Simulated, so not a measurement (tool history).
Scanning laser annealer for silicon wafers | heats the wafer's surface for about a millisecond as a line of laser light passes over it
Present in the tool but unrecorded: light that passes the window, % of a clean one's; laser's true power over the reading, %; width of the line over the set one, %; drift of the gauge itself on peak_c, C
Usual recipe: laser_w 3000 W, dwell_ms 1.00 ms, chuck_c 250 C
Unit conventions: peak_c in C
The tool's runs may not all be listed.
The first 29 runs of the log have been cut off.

run	day	laser_w	dwell_ms	chuck_c	hours of work since the window was cleaned	hours of work since the power meter was calibrated	hours of work since the optics were aligned	peak_c
# day 86.354: window over the wafer cleaned
# day 88.400: optics aligned, line set to its width
30	88.471	2827	1.00	250	33	2445	1	969
31	90.433	2877	0.93	250	68	2480	36	951
32	93.804	2625	1.09	216	127	2539	95	902
33	97.379	2625	1.09	216	190	2602	158	893
34	100.471	2989	0.80	268	244	2656	212	923
35	102.962	2989	0.80	268	288	2700	256	919
# day 105.817: window over the wafer cleaned
36	106.042	2600	1.02	263	4	2752	308	927
37	107.833	2600	0.84	263	35	2784	340	853

Run 38 has not been measured yet. What should we expect?
38	110.367	2600	0.84	263	80	2828	384	?

Run 38 produced peak_c 854 C.
On a tool with no hidden condition, and with the same random variation, this run would have come out at peak_c 856 C.
